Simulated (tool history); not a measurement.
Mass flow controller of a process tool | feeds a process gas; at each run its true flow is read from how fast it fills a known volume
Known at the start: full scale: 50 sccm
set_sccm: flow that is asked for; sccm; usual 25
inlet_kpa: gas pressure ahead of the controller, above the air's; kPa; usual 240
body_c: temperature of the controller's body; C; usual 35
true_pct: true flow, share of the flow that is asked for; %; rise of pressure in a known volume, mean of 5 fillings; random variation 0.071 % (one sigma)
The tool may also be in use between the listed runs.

Run 1, hour 0: usual settings. Result: true_pct 99.79 %.
Run 2, hour 189.2: usual settings. Result: true_pct 99.89 %.
Run 3, hour 285.1: usual settings but set_sccm 32 sccm. Result: true_pct 100.34 %.
Run 4, hour 384.3: usual settings but set_sccm 32 sccm. Result: true_pct 100.31 %.
Run 5, hour 518.8: usual settings but set_sccm 32 sccm. Result: true_pct 100.31 %.
Run 6, hour 686: usual settings but set_sccm 32 sccm. Result: true_pct 100.31 %.
Run 7, hour 825.7: usual settings but set_sccm 16 sccm. Result: true_pct 99.55 %.
Run 8, hour 949.6: usual settings but set_sccm 16 sccm. Result: true_pct 99.72 %.
Run 9, hour 1119.6: usual settings but set_sccm 16 sccm. Result: true_pct 99.81 %.
Run 10, hour 1262.8: usual settings but set_sccm 5 sccm, inlet_kpa 263 kPa, body_c 24 C. Result: true_pct 98 %.
Run 11, hour 1473.8: usual settings but set_sccm 5 sccm, inlet_kpa 186 kPa, body_c 31 C. Result: true_pct 98.99 %.
Run 12, hour 1692.1: usual settings but inlet_kpa 144 kPa, body_c 21 C. Result: true_pct 98.88 %.
Run 13, hour 1865.3: usual settings but set_sccm 15 sccm, inlet_kpa 222 kPa, body_c 32 C. Result: true_pct 99.7 %.
Run 14, hour 2006.8: usual settings but body_c 29 C. Result: true_pct 99.94 %.
Run 15, hour 2210.5: usual settings but inlet_kpa 160 kPa, body_c 29 C. Result: true_pct 99.93 %.
Run 16, hour 2388.2: usual settings but inlet_kpa 237 kPa. Result: true_pct 100.51 %.
Run 17, hour 2565.2: usual settings but inlet_kpa 197 kPa, body_c 33 C. Result: true_pct 100.41 %.

Forecast each of these 3 alternatives for the next run:
Run A, hour 2775: usual settings but set_sccm 41 sccm, inlet_kpa 197 kPa, body_c 33 C. Result: true_pct ?.
Run B, hour 2775: usual settings but inlet_kpa 197 kPa, body_c 30 C. Result: true_pct ?.
Run C, hour 2775: usual settings but body_c 36 C. Result: true_pct ?.

run  true_pct
  A    101.21
  B    100.27
  C    100.79
Without the tool's hidden state the same runs would have given:
run  true_pct
  A    100.41
  B     99.48
  C       100
